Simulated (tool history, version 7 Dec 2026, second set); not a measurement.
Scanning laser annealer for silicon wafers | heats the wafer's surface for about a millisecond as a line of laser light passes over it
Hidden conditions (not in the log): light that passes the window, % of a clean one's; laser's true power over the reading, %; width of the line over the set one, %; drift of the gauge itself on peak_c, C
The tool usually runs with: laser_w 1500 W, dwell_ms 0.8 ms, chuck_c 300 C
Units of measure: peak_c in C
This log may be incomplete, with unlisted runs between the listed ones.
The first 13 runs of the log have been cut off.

run	hour	laser_w	dwell_ms	chuck_c	hours of work since the window was cleaned	hours of work since the power meter was calibrated	hours of work since the optics were aligned	peak_c
14	131.2	1500	0.8	300	296	113	102	1079
15	139.4	1500	0.8	300	302	119	109	1079
16	151.1	1500	0.8	300	311	128	118	1079
17	159.5	1500	0.8	324	318	135	125	1103
18	171.7	1500	0.8	324	327	144	134	1103
19	176.9	1500	0.8	324	331	149	138	1101
20	187.2	1582	0.893	324	339	157	146	1185
21	196.4	1417	0.759	324	347	164	153	1043
22	206.1	1417	0.759	324	354	171	161	1042
23	213.4	1356	0.601	324	360	177	167	942
24	225.6	1407	0.59	291	369	187	176	926
25	234.7	1380	0.864	298	377	194	183	1044
26	239.8	1409	0.969	296	381	198	187	1095
27	245	1515	0.729	300	385	202	191	1050
28	251.6	1391	0.595	269	390	207	197	898
29	263.1	1593	0.595	299	399	216	206	1013
30	274.9	1593	0.595	299	408	225	215	1015
31	283.1	1584	0.649	314	414	232	221	1057
32	295.5	1285	0.8	269	424	241	231	936
33	303.6	1591	0.645	330	430	248	237	1071
34	310.1	1591	0.933	330	435	253	242	1211
35	317.7	1500	0.8	275	441	259	248	1049
36	323.8	1480	0.8	309	446	263	253	1071
37	331.2	1410	0.879	323	452	269	259	1086

Here are 3 independent what-if runs from the current tool condition. What would each one return?
A	336.6	1500	0.725	308	456	273	263	?
B	336.6	1410	0.879	289	456	273	263	?
C	336.6	1452	0.8	300	456	273	263	?

run	peak_c
A	1046
B	1053
C	1051
With no hidden state in the tool, these same runs would have given:
run	peak_c
A	1062
B	1070
C	1068

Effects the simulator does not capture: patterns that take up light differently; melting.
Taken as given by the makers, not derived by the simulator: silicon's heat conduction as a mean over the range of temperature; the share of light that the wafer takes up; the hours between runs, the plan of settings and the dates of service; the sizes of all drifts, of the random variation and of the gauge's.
